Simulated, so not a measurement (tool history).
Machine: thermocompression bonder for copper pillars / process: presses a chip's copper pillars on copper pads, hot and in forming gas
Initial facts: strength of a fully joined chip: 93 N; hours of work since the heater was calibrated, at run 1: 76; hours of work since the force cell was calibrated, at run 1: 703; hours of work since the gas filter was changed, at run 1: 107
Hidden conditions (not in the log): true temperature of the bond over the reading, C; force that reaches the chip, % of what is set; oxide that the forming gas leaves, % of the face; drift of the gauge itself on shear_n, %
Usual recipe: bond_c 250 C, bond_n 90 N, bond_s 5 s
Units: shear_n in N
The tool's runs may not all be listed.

run,hour,bond_c,bond_n,bond_s,hours of work since the heater was calibrated,hours of work since the force cell was calibrated,hours of work since the gas filter was changed,shear_n
1,0,250,90,5,76,703,107,36.5
# hour 29.7: forming gas filter changed
2,55.8,250,78,5,115,741,18,32.2
# hour 91.6: force cell calibrated
3,129.8,250,90,5,165,27,68,42.3
4,175.5,250,90,5,197,58,100,40.6
# hour 217.2: forming gas filter changed
5,240.4,222,90,5,241,103,16,26.9
6,302.4,250,90,4,284,146,59,37.7
7,392.6,250,90,4,347,209,122,36
# hour 400: forming gas filter changed
8,470.1,250,58,4,400,262,49,25.4
9,558.6,225,90,5,462,323,110,26.5
# hour 584.9: forming gas filter changed
10,643.7,225,90,5,520,382,41,26.7
11,724.4,253,90,5,577,438,97,41.4
# hour 731.5: heater calibrated with a thermocouple chip
# hour 774.3: forming gas filter changed
12,801.8,253,90,5,48,490,19,43.2
13,894.1,250,90,5,112,554,83,41.8
# hour 957.3: forming gas filter changed
14,957.3,250,90,5,156,598,0,43.4
# hour 1019.5: heater calibrated with a thermocouple chip, once more
15,1022.2,250,90,5,2,641,44,37.4
16,1105.4,250,90,5,60,699,101,37.7
# hour 1142.5: forming gas filter changed
17,1173.3,251,90,5,106,746,21,38.9
# hour 1207.3: force cell calibrated
18,1272,250,90,3,174,45,89,32.3
# hour 1330.7: forming gas filter changed
19,1358.6,250,90,5,234,105,19,42.3
20,1414.6,250,90,5,273,144,58,40.4
21,1455.7,275,133,7,301,172,87,72.7
# hour 1513.9: forming gas filter changed
22,1524.9,230,68,12,349,220,8,33.5
23,1573.2,230,68,12,382,253,41,33.9
24,1641.9,230,68,12,430,301,89,33.3
# hour 1697.2: forming gas filter changed
25,1730.6,278,129,3,491,362,23,64.2
26,1790.1,276,91,8,532,404,65,63.5
27,1873.8,273,93,5,591,462,123,54
# hour 1879.1: forming gas filter changed
28,1941.3,222,93,5,637,508,43,27.4
29,2034.2,264,89,5,702,573,108,47.9
# hour 2060.6: forming gas filter changed
30,2131.5,264,89,5,769,640,49,49.8
31,2214.9,257,90,11,827,698,107,57.6
# hour 2241.7: forming gas filter changed
32,2286,257,121,4,876,747,31,53.6
# hour 2313.9: force cell calibrated
33,2328.7,257,121,4,904,10,59,55.2
34,2389.7,257,72,5,947,53,102,40.5
# hour 2427.6: forming gas filter changed
35,2443.2,244,64,5,983,89,11,31.2
36,2542.1,273,90,4,1052,158,79,52.4
37,2596.6,250,124,3,1090,196,117,48.3
# hour 2610.6: forming gas filter changed
38,2673.5,250,124,3,1143,249,44,49.3
39,2720.7,250,124,3,1176,282,76,48.1

Predict each of these 3 candidate next runs independently; none follows another, all start after run 39:
A,2769.5,238,65,8,1210,316,110,?
B,2769.5,276,90,5,1210,316,110,?
C,2769.5,234,60,3,1210,316,110,?

run,shear_n
A,33.2
B,58.6
C,18.6
Take away the tool's hidden state, keep each run's random variation, and the runs would have read:
run,shear_n
A,30.5
B,56.6
C,16.8
